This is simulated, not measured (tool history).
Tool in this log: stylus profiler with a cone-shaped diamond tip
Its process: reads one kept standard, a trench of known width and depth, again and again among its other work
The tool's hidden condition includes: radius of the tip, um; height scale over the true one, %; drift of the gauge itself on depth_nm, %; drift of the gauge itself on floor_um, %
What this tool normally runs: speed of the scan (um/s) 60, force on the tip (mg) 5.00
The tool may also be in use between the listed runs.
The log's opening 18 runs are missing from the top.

run,day,speed of the scan (um/s),force on the tip (mg),scans with this tip,hours of work since the height scale was calibrated,depth of the trench (Å),width of the trench's floor (µm)
19,14.338,60,9.61,10311,691,5179.8,16.02
20,15.017,15,5.00,10485,703,5118.0,16.04
21,15.900,76,12.89,10710,718,5217.0,15.93
22,16.933,28,8.16,10974,735,5162.3,15.95
23,17.650,130,8.16,11157,748,5162.0,15.78
24,18.208,64,12.60,11300,757,5214.8,15.90
25,18.992,59,2.76,11500,771,5083.8,15.78
26,19.779,228,4.21,11700,784,5107.3,15.57
27,20.846,32,2.55,11973,802,5079.3,15.82
28,21.771,60,2.44,12210,818,5076.5,15.75
29,22.850,60,2.44,12485,837,5078.5,15.77
30,23.729,60,2.44,12710,852,5077.9,15.74
31,24.758,32,6.24,12973,869,5139.1,15.88
32,25.312,176,9.03,13114,879,5173.3,15.65
33,26.058,179,2.67,13304,891,5081.5,15.41
34,27.012,49,4.18,13548,908,5109.7,15.74
35,27.604,148,5.87,13699,918,5133.9,15.56
36,28.225,148,5.87,13858,929,5134.0,15.59
37,28.804,41,13.96,14006,938,5231.0,15.71
38,29.896,52,3.82,14284,957,5101.7,15.69

Branching from run 38: 5 alternative next runs. What would each branch give?
A,30.721,94,1.79,14495,971,?,?
B,30.721,63,2.44,14495,971,?,?
C,30.721,20,5.00,14495,971,?,?
D,30.721,57,13.77,14495,971,?,?
E,30.721,31,3.82,14495,971,?,?

run,depth of the trench (Å),width of the trench's floor (µm)
A,5064.6,15.47
B,5077.7,15.60
C,5121.3,15.71
D,5230.1,15.64
E,5104.4,15.70
Take away the tool's hidden state, keep each run's random variation, and the runs would have read:
run,depth of the trench (Å),width of the trench's floor (µm)
A,5054.5,16.74
B,5067.5,16.88
C,5111.0,16.99
D,5219.6,16.92
E,5094.2,16.98
